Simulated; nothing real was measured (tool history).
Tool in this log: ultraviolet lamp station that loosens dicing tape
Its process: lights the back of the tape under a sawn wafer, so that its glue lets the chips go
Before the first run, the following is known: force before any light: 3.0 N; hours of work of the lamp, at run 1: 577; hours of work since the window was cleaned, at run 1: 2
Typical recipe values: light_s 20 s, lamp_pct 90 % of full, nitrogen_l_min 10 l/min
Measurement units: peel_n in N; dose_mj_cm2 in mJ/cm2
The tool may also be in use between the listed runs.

| run | day | light_s | lamp_pct | nitrogen_l_min | hours of work of the lamp | hours of work since the window was cleaned | peel_n | dose_mj_cm2 |
|---|---|---|---|---|---|---|---|---|
| 1 | 0 | 20 | 90 | 10 | 577 | 2 | 0.31 | 259 |
| 2 | 1.092 | 20 | 90 | 10 | 588 | 14 | 0.306 | 265 |
| 3 | 2.25 | 20 | 90 | 19 | 600 | 26 | 0.25 | 267 |
| 4 | 3.325 | 20 | 90 | 10 | 611 | 37 | 0.331 | 264 |
| 5 | 4.617 | 20 | 90 | 10 | 624 | 50 | 0.331 | 268 |
| 6 | 5.454 | 20 | 90 | 10 | 633 | 58 | 0.31 | 262 |
| 7 | 6.675 | 20 | 90 | 10 | 645 | 71 | 0.304 | 265 |
| 8 | 8.133 | 20 | 90 | 3 | 660 | 86 | 0.542 | 260 |
| 9 | 9.792 | 32 | 90 | 10 | 677 | 103 | 0.193 | 417 |
| 10 | 10.742 | 32 | 90 | 5 | 687 | 113 | 0.211 | 419 |
| 11 | 12.475 | 32 | 90 | 5 | 705 | 131 | 0.234 | 422 |
| 12 | 13.392 | 18 | 90 | 10 | 714 | 140 | 0.364 | 236 |
| 13 | 14.438 | 18 | 90 | 10 | 725 | 151 | 0.367 | 243 |
| 14 | 15.208 | 20 | 90 | 10 | 733 | 159 | 0.31 | 258 |
|  | 16.062 | lamp changed |
| 15 | 16.233 | 20 | 90 | 10 | 2 | 169 | 0.307 | 259 |
| 16 | 17.088 | 20 | 90 | 10 | 11 | 178 | 0.326 | 267 |
| 17 | 18.496 | 20 | 90 | 10 | 25 | 192 | 0.315 | 262 |
|  | 20.033 | window cleaned of glue's vapour |
| 18 | 20.238 | 20 | 90 | 10 | 43 | 2 | 0.307 | 261 |
| 19 | 21.054 | 20 | 90 | 10 | 51 | 10 | 0.304 | 266 |
| 20 | 22.767 | 22 | 84 | 10 | 69 | 28 | 0.305 | 273 |
| 21 | 24.475 | 22 | 85 | 4 | 86 | 46 | 0.44 | 276 |
| 22 | 25.217 | 19 | 90 | 18 | 94 | 53 | 0.269 | 254 |
| 23 | 26.546 | 19 | 90 | 6 | 107 | 67 | 0.437 | 250 |
| 24 | 27.304 | 30 | 65 | 4 | 115 | 75 | 0.417 | 286 |
| 25 | 28.146 | 30 | 68 | 5 | 124 | 83 | 0.354 | 304 |
| 26 | 29.3 | 20 | 77 | 10 | 136 | 95 | 0.394 | 229 |
| 27 | 30.654 | 22 | 99 | 10 | 150 | 109 | 0.247 | 318 |
| 28 | 32.175 | 22 | 99 | 10 | 165 | 125 | 0.254 | 320 |
| 29 | 33.133 | 21 | 65 | 13 | 175 | 135 | 0.424 | 202 |
| 30 | 34.642 | 21 | 65 | 13 | 191 | 150 | 0.401 | 201 |
| 31 | 36.317 | 21 | 65 | 13 | 208 | 167 | 0.431 | 197 |
| 32 | 37.675 | 12 | 90 | 18 | 222 | 181 | 0.544 | 158 |
| 33 | 39.179 | 11 | 97 | 3 | 237 | 197 | 0.982 | 158 |
| 34 | 40.025 | 11 | 97 | 3 | 246 | 205 | 1.04 | 154 |
|  | 40.283 | window cleaned of glue's vapour |
| 35 | 41.221 | 17 | 100 | 10 | 258 | 10 | 0.326 | 250 |
| 36 | 42.717 | 17 | 100 | 18 | 273 | 25 | 0.276 | 247 |
| 37 | 43.867 | 19 | 90 | 10 | 285 | 37 | 0.344 | 248 |

Predict each of these 4 candidate next runs independently; none follows another, all start after run 37:
| A | 45.592 | 17 | 92 | 6 | 303 | 54 | ? | ? |
| B | 45.592 | 23 | 90 | 4 | 303 | 54 | ? | ? |
| C | 45.592 | 20 | 72 | 14 | 303 | 54 | ? | ? |
| D | 45.592 | 19 | 78 | 9 | 303 | 54 | ? | ? |

| run | peel_n | dose_mj_cm2 |
|---|---|---|
| A | 0.487 | 230 |
| B | 0.368 | 303 |
| C | 0.39 | 210 |
| D | 0.445 | 218 |
Take away the tool's hidden state, keep each run's random variation, and the runs would have read:
| run | peel_n | dose_mj_cm2 |
|---|---|---|
| A | 0.487 | 230 |
| B | 0.368 | 303 |
| C | 0.39 | 210 |
| D | 0.444 | 219 |

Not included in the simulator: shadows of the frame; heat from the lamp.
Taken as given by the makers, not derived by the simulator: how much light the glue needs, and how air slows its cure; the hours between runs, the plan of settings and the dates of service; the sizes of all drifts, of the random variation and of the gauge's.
